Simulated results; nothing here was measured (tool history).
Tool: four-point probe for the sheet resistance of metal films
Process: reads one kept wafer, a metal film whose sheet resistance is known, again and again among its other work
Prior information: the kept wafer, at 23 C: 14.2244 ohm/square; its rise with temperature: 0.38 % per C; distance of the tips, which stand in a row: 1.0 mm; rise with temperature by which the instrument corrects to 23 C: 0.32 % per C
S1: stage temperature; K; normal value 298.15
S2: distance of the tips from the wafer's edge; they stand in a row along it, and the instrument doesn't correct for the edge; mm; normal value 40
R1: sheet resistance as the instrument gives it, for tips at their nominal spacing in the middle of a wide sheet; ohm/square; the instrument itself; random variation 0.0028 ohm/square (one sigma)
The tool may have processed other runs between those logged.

Run 1, day 0: usual settings. Result: R1 14.249723 ohm/square.
Run 2, day 1.646: usual settings. Result: R1 14.239324 ohm/square.
Run 3, day 3.108: usual settings. Result: R1 14.251824 ohm/square.
Run 4, day 4.262: usual settings. Result: R1 14.24587 ohm/square.
Run 5, day 5.262: usual settings. Result: R1 14.242108 ohm/square.
Run 6, day 6.104: usual settings but S2 32 mm. Result: R1 14.242873 ohm/square.
Run 7, day 7.704: usual settings but S2 32 mm. Result: R1 14.245115 ohm/square.
Run 8, day 8.558: usual settings but S2 32 mm. Result: R1 14.247966 ohm/square.
Run 9, day 10.312: usual settings but S2 32 mm. Result: R1 14.252844 ohm/square.

Run 10, settings as shown, results not yet in. Your forecast:
Run 10, day 11.633: usual settings but S2 7 mm. Result: R1 ?.

R1: 14.394318 ohm/square
Take away the tool's hidden state, keep the run-to-run variation as it was, and the same run would have given R1 14.394882 ohm/square.
